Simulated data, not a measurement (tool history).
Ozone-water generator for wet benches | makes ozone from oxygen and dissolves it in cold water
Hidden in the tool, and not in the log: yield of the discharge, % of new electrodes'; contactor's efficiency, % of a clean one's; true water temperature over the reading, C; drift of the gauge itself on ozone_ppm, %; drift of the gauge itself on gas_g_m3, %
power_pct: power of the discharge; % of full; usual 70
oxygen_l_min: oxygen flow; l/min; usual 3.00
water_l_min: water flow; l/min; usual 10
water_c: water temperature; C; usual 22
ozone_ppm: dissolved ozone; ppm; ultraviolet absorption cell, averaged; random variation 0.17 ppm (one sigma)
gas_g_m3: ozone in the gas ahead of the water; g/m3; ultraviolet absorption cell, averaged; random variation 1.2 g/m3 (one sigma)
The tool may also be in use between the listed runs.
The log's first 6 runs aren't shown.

| run | day | power_pct | oxygen_l_min | water_l_min | water_c | hours of work since the electrodes were changed | hours of work since the contactor was cleaned | hours of work since the thermometer was calibrated | ozone_ppm | gas_g_m3 |
|---|---|---|---|---|---|---|---|---|---|---|
| 7 | 6.688 | 70 | 3.00 | 10 | 27 | 1080 | 499 | 2420 | 22.0 | 221.3 |
| 8 | 7.629 | 70 | 3.00 | 10 | 27 | 1096 | 515 | 2436 | 22.0 | 219.6 |
| 9 | 8.638 | 70 | 3.00 | 10 | 23 | 1113 | 532 | 2453 | 23.3 | 221.6 |
| 10 | 9.833 | 70 | 3.00 | 10 | 23 | 1133 | 552 | 2473 | 23.6 | 221.9 |
| 11 | 10.975 | 70 | 3.00 | 10 | 23 | 1152 | 572 | 2492 | 23.4 | 218.3 |
| 12 | 12.292 | 70 | 3.00 | 10 | 23 | 1175 | 594 | 2515 | 23.2 | 221.7 |
| 13 | 13.725 | 70 | 3.00 | 10 | 23 | 1199 | 618 | 2539 | 23.6 | 223.4 |
| 14 | 14.483 | 70 | 3.00 | 15 | 22 | 1211 | 631 | 2552 | 17.0 | 224.3 |
| 15 | 15.646 | 74 | 3.00 | 10 | 22 | 1231 | 650 | 2571 | 24.9 | 232.4 |
| 16 | 17.346 | 70 | 3.00 | 10 | 17 | 1260 | 679 | 2600 | 26.0 | 221.0 |
| 17 | 19.208 | 70 | 1.73 | 14 | 17 | 1291 | 710 | 2631 | 18.0 | 294.5 |
| 18 | 20.529 | 81 | 3.00 | 12 | 22 | 1313 | 732 | 2653 | 23.3 | 251.4 |
| 19 | 22.371 | 81 | 3.00 | 12 | 22 | 1344 | 764 | 2684 | 23.6 | 251.6 |
| 20 | 23.733 | 81 | 4.98 | 16 | 22 | 1367 | 786 | 2707 | 17.9 | 190.1 |
| 21 | 25.167 | 70 | 2.50 | 7 | 15 | 1391 | 811 | 2731 | 35.6 | 245.0 |

Run 22 comes next. What will it give?
| 22 | 26.533 | 70 | 2.39 | 7 | 22 | 1414 | 834 | 2754 | ? | ? |

Run 22 gave ozone_ppm 31.5 ppm, gas_g_m3 251.3 g/m3.
Without the tool's hidden state the same run would have given ozone_ppm 31.5 ppm, gas_g_m3 251.4 g/m3.
